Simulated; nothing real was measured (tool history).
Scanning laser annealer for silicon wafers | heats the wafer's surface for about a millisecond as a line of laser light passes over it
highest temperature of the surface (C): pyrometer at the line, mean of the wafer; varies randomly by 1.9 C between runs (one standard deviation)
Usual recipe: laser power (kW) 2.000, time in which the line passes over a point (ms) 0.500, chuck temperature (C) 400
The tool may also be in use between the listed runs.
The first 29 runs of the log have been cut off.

run,hour,laser power (kW),time in which the line passes over a point (ms),chuck temperature (C),hours of work since the window was cleaned,hours of work since the power meter was calibrated,hours of work since the optics were aligned,highest temperature of the surface (C)
30,360.3,1.861,0.551,366,409,628,120,1127
31,375.1,1.844,0.537,407,418,637,128,1151
32,388.1,1.844,0.537,407,425,644,136,1154
33,405.0,1.844,0.537,407,435,654,146,1151
34,415.8,1.844,0.537,407,441,660,152,1153
35,425.5,2.000,0.554,400,447,666,157,1224
36,438.3,2.000,0.554,400,454,673,165,1223
37,446.4,2.000,0.554,400,459,678,170,1227
38,454.5,2.125,0.352,399,464,683,174,1128
39,467.4,2.000,0.551,392,471,690,182,1216
40,482.6,1.936,0.551,370,480,699,191,1167
41,499.8,1.936,0.551,370,490,709,200,1166
42,508.4,1.908,0.487,439,495,714,205,1179

Predict each of these 3 candidate next runs independently; none follows another, all start after run 42:
A,523.1,2.000,0.385,392,503,722,214,?
B,523.1,1.908,0.487,421,503,722,214,?
C,523.1,1.735,0.360,439,503,722,214,?

run,highest temperature of the surface (C)
A,1103
B,1159
C,1027
Without the tool's hidden state the same runs would have given:
run,highest temperature of the surface (C)
A,1104
B,1160
C,1027
